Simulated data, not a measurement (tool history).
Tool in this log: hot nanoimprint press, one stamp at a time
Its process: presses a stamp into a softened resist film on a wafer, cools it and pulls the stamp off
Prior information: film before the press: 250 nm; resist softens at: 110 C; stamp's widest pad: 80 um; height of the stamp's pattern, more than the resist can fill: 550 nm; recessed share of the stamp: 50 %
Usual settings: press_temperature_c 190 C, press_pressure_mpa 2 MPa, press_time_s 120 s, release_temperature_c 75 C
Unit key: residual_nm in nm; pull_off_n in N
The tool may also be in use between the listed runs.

run   hour  press_temperature_c  press_pressure_mpa  press_time_s  release_temperature_c  residual_nm  pull_off_n
  1      0                  190                   2           120                     75        112.3         115
  2   12.8                  190                   2           120                     75        112.3         116
  3   32.7                  190                   2           120                     75        112.3         115
  4   56.2                  190                   2           112                     75        114.7         118
      67.8  -- plate thermocouple calibrated
  5   81.3                  190                   2           112                     75        114.9         117
  6   94.8                  190                   2           133                     75        108.6         115
  7    116                  190                   2           133                     75          108         115
  8  137.4                  190                   2           133                     75        107.6         115
  9  164.8                  190                2.57           133                     75         93.7         116
 10  182.9                  187                1.86            80                     75        143.4         117
 11  210.7                  187                1.86            80                     75        143.2         115
 12  225.5                  188                1.81           201                     78        105.6         108
 13  248.8                  186                   2           120                     76        125.4         114
 14  263.6                  186                   2           120                     76        125.5         111
 15  282.7                  186                   2           120                     76        125.6         115
     299.1  -- stamp cleaned and given a new release coat
 16  317.8                  186                   2           120                     76        125.3         113
 17  345.2                  187                   2           120                     76        121.5         112

Predict each of these 5 candidate next runs independently; none follows another, all start after run 17:
  A  359.4                  185                1.76           120                     73            ?           ?
  B  359.4                  187                   2           125                     76            ?           ?
  C  359.4                  199                1.53           120                     66            ?           ?
  D  359.4                  196                   2            74                     76            ?           ?
  E  359.4                  192                   2            80                     77            ?           ?

run  residual_nm  pull_off_n
  A        137.9         120
  B        119.8         110
  C         98.8         142
  D        108.8         113
  E          119         111
Without the tool's unlogged condition, the same runs would have read:
run  residual_nm  pull_off_n
  A        139.8         120
  B        121.5         110
  C        100.3         142
  D        110.3         113
  E        120.7         111
